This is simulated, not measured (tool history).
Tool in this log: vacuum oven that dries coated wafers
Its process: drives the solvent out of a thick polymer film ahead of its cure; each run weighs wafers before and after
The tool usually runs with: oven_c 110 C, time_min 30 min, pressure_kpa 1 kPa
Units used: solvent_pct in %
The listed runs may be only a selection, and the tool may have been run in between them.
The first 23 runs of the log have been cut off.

run	hour	oven_c	time_min	pressure_kpa	solvent_pct
24	318.7	110	22	0.7	5.95
25	337.6	105	44	1.03	3.46
26	357.2	105	44	1.03	3.46
27	367.7	117	44	1.03	0.99
28	381	96	25	1.57	10.72
29	398.3	105	25	1.06	6.96
30	408.7	105	45	1.06	3.33
31	421.4	103	30	1	6.32
32	432	112	18	3.08	7.61
33	440.1	112	18	3.08	7.57
34	456.1	112	18	3.08	7.66
35	475	102	29	0.57	6.7
36	483.3	110	22	2.13	6.48
37	493.2	119	16	1.85	5.51
38	510.4	96	16	0.88	12.78
39	518.5	99	30	3.24	9.01
40	530.5	99	24	0.53	9.09
41	545.9	99	24	0.53	9.02
42	561.5	99	24	0.53	9.22
43	573.6	99	24	2.34	10.2
44	582.4	96	33	2.09	9.04
45	597	96	33	2.09	9.25
46	614.2	110	48	1.22	2.01

Branching from run 46: 3 alternative next runs. What would each branch give?
A	631.3	122	23	1.5	?
B	631.3	98	41	1.39	?
C	631.3	123	48	3.42	?

run	solvent_pct
A	2.53
B	6.34
C	1.49
What these runs would have given with no unlogged condition in the tool:
run	solvent_pct
A	2.63
B	6.51
C	1.49
